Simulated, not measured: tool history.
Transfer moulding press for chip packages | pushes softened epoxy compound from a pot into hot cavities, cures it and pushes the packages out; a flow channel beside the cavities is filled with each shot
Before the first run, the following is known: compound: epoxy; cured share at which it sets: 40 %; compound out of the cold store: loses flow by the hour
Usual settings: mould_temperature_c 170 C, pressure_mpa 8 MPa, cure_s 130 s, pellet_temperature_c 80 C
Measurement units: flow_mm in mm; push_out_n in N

run	hour	mould_temperature_c	pressure_mpa	cure_s	pellet_temperature_c	incoming compound's hours out of the cold store	flow_mm	push_out_n
1	0	170	8	130	80	23.7	696	567
2	13.6	170	8	130	80	19.4	708	587
3	27.8	170	8	130	80	9.5	735	618
4	42.5	170	8	130	80	47.7	602	342
5	53.3	170	8	123	80	11.5	738	418
6	68.6	170	8	123	80	44.2	612	470
7	84.3	170	8	123	80	43.1	615	505
8	93.9	170	8	130	80	38.4	638	511
9	104.9	171	8	130	80	27.8	665	535
10	118.8	170	8	130	80	15.4	708	584
11	135.9	170	8	130	80	31.2	653	585
12	147.1	170	8	147	80	35	653	555
13	166.6	170	8	147	80	12.2	722	304
14	176.8	170	8	147	80	44.2	602	336
15	195	170	9.98	147	80	18.2	832	396
16	212.7	170	8	147	87	46.5	625	439
17	229.4	165	8.74	111	77	21	776	912
18	236.9	170	7.35	130	77	27.5	673	536
19	254	170	8	130	71	20.2	732	565
20	269.7	168	6.99	130	73	40.8	611	616
21	283.1	168	6.99	130	73	28.3	650	666
22	295.5	168	6.99	130	73	29	643	637
23	308.4	177	8.66	130	80	30.2	687	302
24	322.7	173	8	150	82	31.6	662	361
25	336.1	173	8.74	129	78	35.3	685	424
26	344.8	173	8.74	117	78	29.2	705	447
27	353	176	7.06	116	78	14.8	675	469
28	362.2	167	8	130	74	19.2	736	591
29	377.7	170	8	130	87	26.4	691	547

Not shown here: 6 entries made in the log between runs. Locate each between two listed runs and compare the hidden state at the listed run before it with the hidden state at the listed run after it:
Run 3 -> run 4: cavities cleaned with cleaning compound and waxed (hour 32.3)
  true mould temperature over the reading, C: 0.18 -> 0.16; pressure that reaches the compound, % of what is set: 91.73 -> 91.36; grip of the stained cavities, % over clean ones': 98.3 -> 15.3
  measured value less the no-hidden-state value, flow_mm: -33 -> -28 mm; push_out_n: +306 -> +45 N
Run 12 -> run 13: mould's thermocouples calibrated (hour 150.7); cavities cleaned with cleaning compound and waxed (hour 166.2)
  pressure that reaches the compound, % of what is set: 88.17 -> 87.67; grip of the stained cavities, % over clean ones': 95 -> 2.5
  measured value less the no-hidden-state value, flow_mm: -42 -> -49 mm; push_out_n: +273 -> +7 N
Run 14 -> run 15: plunger's sealing rings changed (hour 189.7)
  true mould temperature over the reading, C: 0.02 -> 0; pressure that reaches the compound, % of what is set: 87.36 -> 99.83; grip of the stained cavities, % over clean ones': 17 -> 35.9
  measured value less the no-hidden-state value, flow_mm: -42 -> -1 mm; push_out_n: +48 -> +104 N
Run 18 -> run 19: mould's thermocouples calibrated, once more (hour 253.4)
  true mould temperature over the reading, C: -0.06 -> 0.38; pressure that reaches the compound, % of what is set: 98.64 -> 98.19; grip of the stained cavities, % over clean ones': 72.1 -> 80.8
  measured value less the no-hidden-state value, flow_mm: -4 -> -8 mm; push_out_n: +228 -> +249 N
Run 22 -> run 23: cavities cleaned with cleaning compound and waxed (hour 302.4)
  true mould temperature over the reading, C: 0.33 -> 0.32; pressure that reaches the compound, % of what is set: 96.91 -> 96.58; grip of the stained cavities, % over clean ones': 98.4 -> 10.4
  measured value less the no-hidden-state value, flow_mm: -11 -> -13 mm; push_out_n: +313 -> +28 N
